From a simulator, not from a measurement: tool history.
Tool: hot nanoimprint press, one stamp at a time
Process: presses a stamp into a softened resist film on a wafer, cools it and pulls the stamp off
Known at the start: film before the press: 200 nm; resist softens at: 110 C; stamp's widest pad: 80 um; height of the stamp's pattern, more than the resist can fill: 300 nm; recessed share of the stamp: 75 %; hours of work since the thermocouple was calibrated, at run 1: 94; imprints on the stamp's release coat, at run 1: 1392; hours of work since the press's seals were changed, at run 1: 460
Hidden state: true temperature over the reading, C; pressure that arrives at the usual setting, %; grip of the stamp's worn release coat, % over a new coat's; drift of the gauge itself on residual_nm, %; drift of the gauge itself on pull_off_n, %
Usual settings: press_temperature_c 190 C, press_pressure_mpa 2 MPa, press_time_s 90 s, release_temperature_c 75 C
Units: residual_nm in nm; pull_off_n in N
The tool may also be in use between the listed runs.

run   hour  press_temperature_c  press_pressure_mpa  press_time_s  release_temperature_c  hours of work since the thermocouple was calibrated  imprints on the stamp's release coat  hours of work since the press's seals were changed  residual_nm  pull_off_n
  1      0                  190                   2            90                     75                                                   94                                  1392                                                 460         97.3         179
        30  -- stamp cleaned and given a new release coat
  2     30                  190                   2            90                     75                                                  110                                     0                                                 477         97.4         182
  3   56.3                  190                   2            90                     75                                                  129                                    91                                                 495         97.2         183
  4   70.1                  190                   2            90                     75                                                  138                                   139                                                 504         96.9         174
  5   98.2                  190                   2            90                     75                                                  157                                   236                                                 524         97.2         187
  6  119.1                  190                   2            90                     75                                                  172                                   308                                                 538         97.2         185
  7  147.5                  190                   2            90                     75                                                  191                                   406                                                 558         97.6         187
  8  171.6                  190                   2            90                     75                                                  208                                   489                                                 574           97         177
  9  195.8                  190                   2            90                     75                                                  225                                   572                                                 591         97.8         184
 10  216.9                  190                   2            90                     75                                                  239                                   645                                                 606         97.3         185
 11  237.5                  190                   2            90                     75                                                  253                                   716                                                 620         96.2         176
     267.1  -- plate thermocouple calibrated
 12  270.4                  190                   2            90                     75                                                    2                                   820                                                 640         97.2         182
 13  297.5                  190                   2            90                     75                                                   21                                   913                                                 659         97.3         180
 14  313.1                  190                   2            90                     75                                                   32                                   967                                                 670         97.4         178
 15  335.3                  190                1.83            90                     75                                                   47                                  1044                                                 685        101.2         180
 16  351.7                  190                1.82            71                     75                                                   58                                  1100                                                 696          110         184
 17  364.4                  190                1.82            71                     75                                                   67                                  1144                                                 705          110         186
 18  387.4                  190                2.49            93                     64                                                   83                                  1223                                                 721         87.6         207
 19  402.7                  190                2.49            93                     64                                                   93                                  1276                                                 732         87.4         219
 20    432                  190                2.49            93                     64                                                  114                                  1377                                                 752           88         211
     445.7  -- press's hydraulic seals changed and the load cell set to zero
 21  461.4                  190                   2           119                     81                                                  128                                  1451                                                  11         87.8         167
     473.5  -- stamp cleaned and given a new release coat
 22    484                  183                1.86           119                     74                                                  140                                    36                                                  22        123.8         186
 23  502.1                  190                3.03            90                     75                                                  152                                    99                                                  35         81.5         180
 24  528.1                  190                2.47            90                     68                                                  170                                   188                                                  53           89         201
 25  551.3                  200                1.85            56                     68                                                  186                                   268                                                  69         77.2         206
 26  571.3                  200                1.85            45                     83                                                  200                                   338                                                  82         84.2         162
 27  594.1                  200                1.85            45                     83                                                  216                                   416                                                  98         84.9         159
 28  619.4                  193                1.31            62                     83                                                  233                                   503                                                 116        114.1         157
 29  644.6                  200                 2.9           128                     75                                                  250                                   590                                                 133         43.8         184
 30  661.2                  200                 2.9           128                     75                                                  262                                   647                                                 144         43.1         181

How the hidden state differs across the entries between the runs, from the last listed run before each to the first after it:
Between runs 1 and 2: stamp cleaned and given a new release coat (hour 30)
  grip of the stamp's worn release coat, % over a new coat's: 1.2 -> 0
Between runs 11 and 12: plate thermocouple calibrated (hour 267.1)
  true temperature over the reading, C: 0.02 -> 0; pressure that arrives at the usual setting, %: 99.87 -> 99.86; grip of the stamp's worn release coat, % over a new coat's: 0.6 -> 0.7
Between runs 20 and 21: press's hydraulic seals changed and the load cell set to zero (hour 445.7)
  pressure that arrives at the usual setting, %: 99.84 -> 99.99; grip of the stamp's worn release coat, % over a new coat's: 1.2 -> 1.3
Between runs 21 and 22: stamp cleaned and given a new release coat (hour 473.5)
  grip of the stamp's worn release coat, % over a new coat's: 1.3 -> 0
